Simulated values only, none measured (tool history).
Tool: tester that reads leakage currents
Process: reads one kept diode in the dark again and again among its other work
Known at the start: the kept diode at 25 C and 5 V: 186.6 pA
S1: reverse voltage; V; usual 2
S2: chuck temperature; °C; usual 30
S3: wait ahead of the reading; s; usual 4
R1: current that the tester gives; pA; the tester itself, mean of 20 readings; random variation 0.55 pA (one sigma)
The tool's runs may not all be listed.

run	day	S1	S2	S3	R1
1	0	2	30	4	198.85
2	3.567	2	30	1.04	201.32
3	8.35	2	30	4	201.23
4	12.846	2	30	4	201.36
5	18.033	2	30	4	203.14
6	22.954	2	30	4	204.78
7	26	2	30	1.7	207.01
8	31.458	2	30	0.66	207.76
9	35.467	2	30	0.66	208.59
10	39.804	2	30	0.66	210.43
11	43.988	2	30	4	181
12	48.608	2	30	4	184.69
13	51.396	2	30	4	184.16
14	55.683	2	30	4	185.87
15	60.288	2	30	4	188.23
16	63.517	2	30	4	187.27
17	67.183	2	53	4	987.73
18	70.488	2	53	4	992
19	75.367	2	53	4	998.39
20	80.762	2	53	4	1002.45
21	84.35	2	53	4	1013.5
22	89.821	5.48	45	0.65	938.71
23	92.8	8.1	45	4	1130.32
24	98.125	3.75	32	4	307.38
25	103.562	2	30	2.36	198.61
26	106.488	2	41	2.36	450.22
27	109.508	2	41	2.36	453.5
28	112.521	10.7	51	9.9	1982.37
29	116.521	9.96	28	0.62	369.77
30	121.988	2.53	30	0.64	227.69
31	125.533	2.53	30	0.64	230
32	128.429	7.46	30	2.19	378.51
33	131.433	18.59	35	4.32	847.11
34	136.412	4.6	30	0.43	306.57
35	139.95	8.16	56	0.3	2514.7
36	145.479	8.16	36	0.3	645.7
37	150.362	5	23	4	162.37
38	153.188	5	23	4	163.68
39	155.804	10.38	37	1.46	678.35

Not shown: 5 entries that the log had between the listed runs. Between which runs, and how does the tool's hidden state differ before and after?
Between runs 2 and 3: probe card cleaned and baked (day 8.171)
  stray current of the dirty probe card, pA a volt: 0.515 -> 0.024; current scale over the true one, %: -0.43 -> -0.45; true chuck temperature over the reading, C: 1.27 -> 1.36
  measured less the result without the state, R1: +18.88 -> +19.26 pA
Between runs 7 and 8: tester calibrated (day 27.1)
  stray current of the dirty probe card, pA a volt: 0.069 -> 0.082; current scale over the true one, %: -0.52 -> -0.62; true chuck temperature over the reading, C: 1.67 -> 1.77
  measured less the result without the state, R1: +24.26 -> +25.49 pA
Between runs 10 and 11: chuck's temperature calibrated (day 40.746)
  stray current of the dirty probe card, pA a volt: 0.104 -> 0.113; current scale over the true one, %: -0.65 -> -0.67; true chuck temperature over the reading, C: 1.92 -> 0.07
  measured less the result without the state, R1: +27.83 -> -0.08 pA
Between runs 11 and 12: tester calibrated, once more (day 44.983)
  stray current of the dirty probe card, pA a volt: 0.113 -> 0.124; current scale over the true one, %: -0.67 -> 0.05; true chuck temperature over the reading, C: 0.07 -> 0.15
  measured less the result without the state, R1: -0.08 -> +2.5 pA
Between runs 36 and 37: chuck's temperature calibrated (day 146.458)
  stray current of the dirty probe card, pA a volt: 0.37 -> 0.382; current scale over the true one, %: -0.31 -> -0.33; true chuck temperature over the reading, C: 1.88 -> 0.14
  measured less the result without the state, R1: +83.77 -> +3.14 pA
